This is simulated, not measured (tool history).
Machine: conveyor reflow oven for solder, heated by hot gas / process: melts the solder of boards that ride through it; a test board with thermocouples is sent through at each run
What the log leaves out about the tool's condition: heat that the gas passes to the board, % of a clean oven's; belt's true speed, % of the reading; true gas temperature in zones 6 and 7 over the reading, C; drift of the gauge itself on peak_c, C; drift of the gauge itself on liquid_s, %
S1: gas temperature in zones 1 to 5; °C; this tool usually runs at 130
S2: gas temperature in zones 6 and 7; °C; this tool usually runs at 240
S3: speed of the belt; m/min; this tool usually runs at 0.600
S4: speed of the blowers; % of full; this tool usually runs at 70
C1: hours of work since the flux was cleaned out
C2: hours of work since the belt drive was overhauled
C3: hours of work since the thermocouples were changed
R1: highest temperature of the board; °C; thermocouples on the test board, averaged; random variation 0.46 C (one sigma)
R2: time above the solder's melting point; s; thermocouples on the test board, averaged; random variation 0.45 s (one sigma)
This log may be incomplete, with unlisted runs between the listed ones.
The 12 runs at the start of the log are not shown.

Run 13, hour 134.0: usual settings; C1 376; C2 506; C3 262. Result: R1 212.7 °C, R2 38.6 s.
Run 14, hour 150.2: usual settings; C1 386; C2 516; C3 273. Result: R1 211.7 °C, R2 38.7 s.
Run 15, hour 158.3: usual settings; C1 392; C2 522; C3 278. Result: R1 212.7 °C, R2 39.1 s.
Run 16, hour 168.5: usual settings; C1 398; C2 528; C3 285. Result: R1 212.0 °C, R2 38.2 s.
Run 17, hour 175.8: usual settings but S1 120 °C, S3 0.636 m/min, S4 53 % of full; C1 403; C2 533; C3 290. Result: R1 201.7 °C, R2 23.7 s.
Run 18, hour 186.5: usual settings but S3 0.543 m/min, S4 61 % of full; C1 410; C2 540; C3 297. Result: R1 214.0 °C, R2 44.2 s.
At hour 193.0: flux residue cleaned out of gas plates and filters.
Run 19, hour 206.8: usual settings but S1 126 °C, S2 250 °C, S3 0.524 m/min, S4 69 % of full; C1 9; C2 550; C3 307. Result: R1 230.7 °C, R2 56.2 s.
Run 20, hour 221.9: usual settings but S1 117 °C, S2 249 °C, S3 0.689 m/min, S4 78 % of full; C1 19; C2 560; C3 316. Result: R1 219.1 °C, R2 34.1 s.
Run 21, hour 234.0: usual settings but S2 234 °C, S3 0.647 m/min, S4 56 % of full; C1 27; C2 568; C3 324. Result: R1 204.4 °C, R2 28.9 s.
Run 22, hour 241.2: usual settings but S2 244 °C, S3 0.711 m/min; C1 31; C2 572; C3 329. Result: R1 212.9 °C, R2 32.3 s.
Run 23, hour 254.9: usual settings but S2 237 °C, S3 0.712 m/min; C1 40; C2 581; C3 338. Result: R1 206.7 °C, R2 28.5 s.
Run 24, hour 267.4: usual settings but S1 141 °C, S3 0.496 m/min, S4 87 % of full; C1 49; C2 589; C3 346. Result: R1 227.2 °C, R2 64.5 s.
Run 25, hour 282.2: usual settings but S2 234 °C, S3 0.688 m/min; C1 58; C2 599; C3 356. Result: R1 206.1 °C, R2 28.9 s.
Run 26, hour 291.6: usual settings but S2 234 °C, S3 0.688 m/min; C1 64; C2 605; C3 362. Result: R1 206.3 °C, R2 28.9 s.
Run 27, hour 301.8: usual settings; C1 71; C2 612; C3 369. Result: R1 215.8 °C, R2 41.3 s.
Run 28, hour 313.1: usual settings but S1 133 °C, S2 230 °C, S3 0.677 m/min, S4 68 % of full; C1 78; C2 619; C3 376. Result: R1 202.4 °C, R2 27.5 s.
Run 29, hour 325.1: usual settings but S1 133 °C, S2 230 °C, S3 0.677 m/min, S4 68 % of full; C1 86; C2 627; C3 384. Result: R1 203.7 °C, R2 27.4 s.
Run 30, hour 333.3: usual settings but S2 231 °C; C1 92; C2 633; C3 389. Result: R1 208.5 °C, R2 36.7 s.
Run 31, hour 346.4: usual settings but S1 142 °C; C1 100; C2 641; C3 398. Result: R1 218.2 °C, R2 46.8 s.

3 options for the next run, each taken on its own from the tool as it stands now. Forecast them:
Run A, hour 358.9: usual settings but S1 142 °C, S4 56 % of full; C1 108; C2 649; C3 406. Result: R1 ?, R2 ?.
Run B, hour 358.9: usual settings but S1 136 °C, S2 251 °C, S4 64 % of full; C1 108; C2 649; C3 406. Result: R1 ?, R2 ?.
Run C, hour 358.9: usual settings but S1 142 °C, S2 253 °C, S3 0.649 m/min, S4 83 % of full; C1 108; C2 649; C3 406. Result: R1 ?, R2 ?.

run     R1    R2
  A  214.1  43.7
  B  224.4  49.0
  C  228.2  50.0
With no hidden state in the tool, these same runs would have given:
run     R1    R2
  A  215.5  44.0
  B  226.0  49.1
  C  230.0  49.9
